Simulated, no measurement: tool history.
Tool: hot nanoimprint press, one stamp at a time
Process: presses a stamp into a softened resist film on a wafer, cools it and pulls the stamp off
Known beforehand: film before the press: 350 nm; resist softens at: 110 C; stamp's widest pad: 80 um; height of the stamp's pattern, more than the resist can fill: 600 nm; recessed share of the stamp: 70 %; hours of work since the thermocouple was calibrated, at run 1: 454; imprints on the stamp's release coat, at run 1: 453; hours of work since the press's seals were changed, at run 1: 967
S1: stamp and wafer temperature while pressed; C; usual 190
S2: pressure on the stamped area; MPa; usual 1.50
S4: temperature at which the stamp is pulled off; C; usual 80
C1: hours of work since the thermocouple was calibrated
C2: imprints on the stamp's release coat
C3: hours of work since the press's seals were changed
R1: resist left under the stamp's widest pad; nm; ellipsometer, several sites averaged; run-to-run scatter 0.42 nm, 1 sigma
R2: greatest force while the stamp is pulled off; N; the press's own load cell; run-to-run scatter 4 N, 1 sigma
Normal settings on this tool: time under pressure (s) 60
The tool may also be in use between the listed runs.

Run 1, hour 0.0: usual settings; C1 454; C2 453; C3 967. Result: R1 192.1 nm, R2 196 N.
Run 2, hour 26.9: usual settings but S1 196 C; C1 472; C2 554; C3 985. Result: R1 155.0 nm, R2 191 N.
Run 3, hour 48.2: usual settings; C1 486; C2 634; C3 1000. Result: R1 192.7 nm, R2 199 N.
Run 4, hour 64.0: usual settings; C1 497; C2 693; C3 1010. Result: R1 192.1 nm, R2 194 N.
Run 5, hour 88.9: usual settings but time under pressure (s) 39; C1 514; C2 786; C3 1027. Result: R1 218.7 nm, R2 196 N.
Run 6, hour 112.2: usual settings but S4 79 C; C1 530; C2 874; C3 1043. Result: R1 192.4 nm, R2 199 N.
Run 7, hour 143.4: usual settings but S4 79 C; C1 551; C2 991; C3 1064. Result: R1 192.8 nm, R2 191 N.
At hour 154.9: plate thermocouple calibrated.
Run 8, hour 171.1: usual settings but S1 200 C; C1 11; C2 1083; C3 1081. Result: R1 134.8 nm, R2 190 N.
Run 9, hour 197.5: usual settings but S1 200 C; C1 29; C2 1182; C3 1099. Result: R1 135.1 nm, R2 190 N.
Run 10, hour 233.4: usual settings but S1 200 C; C1 53; C2 1317; C3 1123. Result: R1 134.3 nm, R2 191 N.
Run 11, hour 269.6: usual settings but S1 200 C; C1 78; C2 1452; C3 1148. Result: R1 134.9 nm, R2 193 N.
Run 12, hour 294.9: usual settings but S2 1.82 MPa; C1 95; C2 1547; C3 1165. Result: R1 174.9 nm, R2 194 N.
At hour 312.4: press's hydraulic seals changed and the load cell set to zero.
At hour 320.1: stamp cleaned and given a new release coat.
Run 13, hour 334.5: usual settings but S2 1.82 MPa; C1 112; C2 54; C3 11. Result: R1 175.9 nm, R2 193 N.
Run 14, hour 366.8: usual settings but S4 73 C; C1 134; C2 175; C3 33. Result: R1 193.3 nm, R2 230 N.
Run 15, hour 401.4: usual settings but S2 1.06 MPa; C1 158; C2 305; C3 56. Result: R1 225.7 nm, R2 194 N.
Run 16, hour 416.5: usual settings; C1 168; C2 362; C3 67. Result: R1 193.4 nm, R2 194 N.
Run 17, hour 446.2: usual settings but S2 0.91 MPa, S4 66 C; C1 188; C2 473; C3 87. Result: R1 239.7 nm, R2 254 N.
Run 18, hour 479.9: usual settings but S2 1.76 MPa, S4 71 C; C1 211; C2 599; C3 109. Result: R1 179.5 nm, R2 227 N.
Run 19, hour 495.9: usual settings but S2 1.76 MPa, S4 71 C; C1 222; C2 659; C3 120. Result: R1 179.6 nm, R2 231 N.
Run 20, hour 517.1: usual settings but S2 1.76 MPa, S4 71 C; C1 236; C2 738; C3 135. Result: R1 179.1 nm, R2 236 N.
Run 21, hour 540.5: usual settings but S2 1.91 MPa, time under pressure (s) 52, S4 71 C; C1 252; C2 826; C3 151. Result: R1 180.2 nm, R2 228 N.
Run 22, hour 560.7: usual settings but S2 1.91 MPa, time under pressure (s) 52, S4 71 C; C1 266; C2 902; C3 164. Result: R1 180.0 nm, R2 231 N.
Run 23, hour 588.6: usual settings but S2 1.91 MPa, time under pressure (s) 34, S4 81 C; C1 285; C2 1006; C3 183. Result: R1 205.8 nm, R2 189 N.
Run 24, hour 611.6: usual settings but S2 1.91 MPa, time under pressure (s) 34, S4 81 C; C1 300; C2 1092; C3 199. Result: R1 205.7 nm, R2 184 N.
Run 25, hour 647.2: usual settings but time under pressure (s) 92; C1 324; C2 1226; C3 223. Result: R1 168.7 nm, R2 193 N.
Run 26, hour 670.8: usual settings but S2 1.43 MPa, S4 66 C; C1 340; C2 1314; C3 239. Result: R1 198.6 nm, R2 242 N.
Run 27, hour 691.1: usual settings but S2 0.90 MPa, S4 76 C; C1 354; C2 1390; C3 253. Result: R1 241.6 nm, R2 207 N.
Run 28, hour 720.8: usual settings but S1 196 C, S2 1.35 MPa, time under pressure (s) 52; C1 374; C2 1502; C3 273. Result: R1 174.0 nm, R2 202 N.
Run 29, hour 738.0: usual settings but S1 196 C, S2 1.35 MPa, time under pressure (s) 83; C1 386; C2 1566; C3 284. Result: R1 147.8 nm, R2 192 N.
At hour 750.3: stamp cleaned and given a new release coat.
Run 30, hour 771.8: usual settings but S1 196 C, S2 1.35 MPa, time under pressure (s) 83; C1 405; C2 80; C3 303. Result: R1 147.7 nm, R2 194 N.
Run 31, hour 799.0: usual settings but S1 186 C, S2 1.54 MPa, time under pressure (s) 97; C1 423; C2 182; C3 322. Result: R1 190.8 nm, R2 195 N.

Below, each run's measurement less what the same run would have read without the hidden state. Both values contain the same run-to-run variation, but the gauge's scatter may not be the same in both:
Unlogged tool condition in this case: true temperature over the reading, C; pressure that arrives at the usual setting, %; grip of the stamp's worn release coat, % over a new coat's; drift of the gauge itself on residual_nm, %; drift of the gauge itself on pull_off_n, %.
run    R1
  1  +0.0
  2  +0.0
  3  +0.1
  4  +0.2
  5  +0.3
  6  +0.3
  7  +0.4
  8  +0.5
  9  +0.6
 10  +0.7
 11  +0.7
 12  +1.1
 13  +0.9
 14  +1.2
 15  +1.4
 16  +1.3
 17  +1.7
 18  +1.4
 19  +1.4
 20  +1.4
 21  +1.6
 22  +1.6
 23  +2.0
 24  +2.0
 25  +1.7
 26  +2.1
 27  +2.7
 28  +2.0
 29  +1.7
 30  +1.8
 31  +2.3
R2: differs from the measured result by no more than 2 N in any run.

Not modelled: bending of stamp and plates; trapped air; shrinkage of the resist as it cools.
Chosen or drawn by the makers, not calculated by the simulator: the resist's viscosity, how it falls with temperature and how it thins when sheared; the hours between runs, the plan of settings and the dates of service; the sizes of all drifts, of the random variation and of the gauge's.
